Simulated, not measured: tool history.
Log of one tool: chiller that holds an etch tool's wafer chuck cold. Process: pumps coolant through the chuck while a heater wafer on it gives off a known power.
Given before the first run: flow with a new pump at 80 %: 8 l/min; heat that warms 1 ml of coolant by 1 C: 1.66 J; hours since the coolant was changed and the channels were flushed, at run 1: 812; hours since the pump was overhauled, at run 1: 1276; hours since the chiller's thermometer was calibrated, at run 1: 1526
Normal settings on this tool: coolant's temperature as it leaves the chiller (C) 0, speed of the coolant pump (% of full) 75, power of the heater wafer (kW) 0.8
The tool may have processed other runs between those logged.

run	hour	coolant's temperature as it leaves the chiller (C)	speed of the coolant pump (% of full)	power of the heater wafer (kW)	hours since the coolant was changed and the channels were flushed	hours since the pump was overhauled	hours since the chiller's thermometer was calibrated	chuck's temperature once it has settled (C)	how much warmer the coolant comes back (C)
1	0	0	75	0.8	812	1276	1526	6	3.82
2	44.9	0	75	0.8	857	1321	1571	6.2	3.81
3	109.2	0	75	0.8	921	1385	1636	6.2	3.83
4	161.3	0	75	0.8	973	1437	1688	6.3	3.8
5	198.2	0	75	0.8	1010	1474	1725	6.1	3.84
6	260.9	0	75	0.8	1073	1537	1787	6.3	3.85
7	316.6	0	75	0.8	1128	1593	1843	6.1	3.8
8	379	0	75	0.8	1191	1655	1906	6.2	3.79
9	442.1	0	75	0.8	1254	1718	1969	6.2	3.85
10	477.7	0	75	0.8	1289	1754	2004	6.1	3.84
11	510.5	0	91	0.8	1322	1787	2037	5	3.26
12	550.1	2	93	0.992	1362	1826	2077	8.4	3.96
13	594.5	2	93	0.992	1406	1871	2121	8.2	3.84
14	638.5	0	77	0.8	1450	1915	2165	6.1	3.72
15	683.9	-6	62	0.414	1496	1960	2210	-2.2	2.39
16	744	-4	96	0.598	1556	2020	2271	-0.3	2.27
17	797.1	6	82	0.42	1609	2073	2324	8.7	1.84
18	860.1	9	65	1.139	1672	2136	2387	18.9	6.35
19	890.8	0	92	0.558	1702	2167	2417	3.6	2.25
20	940.6	0	87	0.8	1752	2217	2467	5.2	3.37

4 ways to go on from here, each from the tool as it stands after run 20. What would each give?
A	994.3	2	100	0.8	1806	2270	2521	?	?
B	994.3	0	90	0.902	1806	2270	2521	?	?
C	994.3	6	87	0.437	1806	2270	2521	?	?
D	994.3	0	87	0.8	1806	2270	2521	?	?

run	chuck's temperature once it has settled (C)	how much warmer the coolant comes back (C)
A	6.8	2.92
B	5.8	3.63
C	8.7	1.84
D	5.5	3.34
Stripped of hidden state, with their random variation kept, the same runs would have yielded:
run	chuck's temperature once it has settled (C)	how much warmer the coolant comes back (C)
A	6.9	2.9
B	6	3.61
C	9	1.83
D	5.6	3.32

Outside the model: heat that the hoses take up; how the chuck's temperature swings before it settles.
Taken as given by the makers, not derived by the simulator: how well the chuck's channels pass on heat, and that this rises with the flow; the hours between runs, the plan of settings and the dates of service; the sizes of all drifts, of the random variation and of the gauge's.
